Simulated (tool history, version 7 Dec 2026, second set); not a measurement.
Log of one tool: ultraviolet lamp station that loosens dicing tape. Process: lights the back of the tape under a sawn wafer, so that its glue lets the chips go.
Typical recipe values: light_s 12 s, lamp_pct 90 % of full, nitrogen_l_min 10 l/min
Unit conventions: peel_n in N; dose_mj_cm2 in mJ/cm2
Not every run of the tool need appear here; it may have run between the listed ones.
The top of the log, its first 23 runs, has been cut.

run,hour,light_s,lamp_pct,nitrogen_l_min,hours of work of the lamp,hours of work since the window was cleaned,peel_n,dose_mj_cm2
24,1239.1,10,86,3,736,221,1.35,339
25,1296.6,10,65,3,774,259,2.039,262
26,1333.4,11,81,10,798,283,0.63,357
# hour 1356.7: window cleaned of glue's vapour
27,1364.7,13,90,7,819,5,0.419,463
28,1435,12,87,10,865,52,0.447,413
29,1465.8,12,87,10,885,72,0.45,422
30,1528.2,12,87,10,926,113,0.449,412
31,1598.7,12,93,9,973,159,0.421,438
# hour 1668.4: lamp changed
32,1668.7,12,90,12,0,205,0.382,428
33,1725,12,90,17,37,242,0.329,429
34,1792.6,8,61,11,82,286,1.835,194
# hour 1810.3: window cleaned of glue's vapour
35,1849,12,60,3,119,25,1.791,284
36,1908.7,12,81,10,158,65,0.513,381
37,1971.5,12,81,10,199,106,0.549,387
38,2017.9,20,89,4,230,137,0.256,711
39,2067.4,12,62,4,262,169,1.438,295
40,2103.2,12,62,4,286,193,1.48,300
41,2161.9,12,62,4,325,232,1.406,291

Below are 4 alternative next runs, each starting from the tool's condition after run 41. Predict each:
A,2224.7,12,90,9,366,273,?,?
B,2224.7,14,82,10,366,273,?,?
C,2224.7,12,81,4,366,273,?,?
D,2224.7,12,62,8,366,273,?,?

run,peel_n,dose_mj_cm2
A,0.431,431
B,0.378,456
C,0.897,387
D,1.037,293
What these runs would have given with no unlogged condition in the tool:
run,peel_n,dose_mj_cm2
A,0.43,432
B,0.377,456
C,0.894,388
D,1.034,294
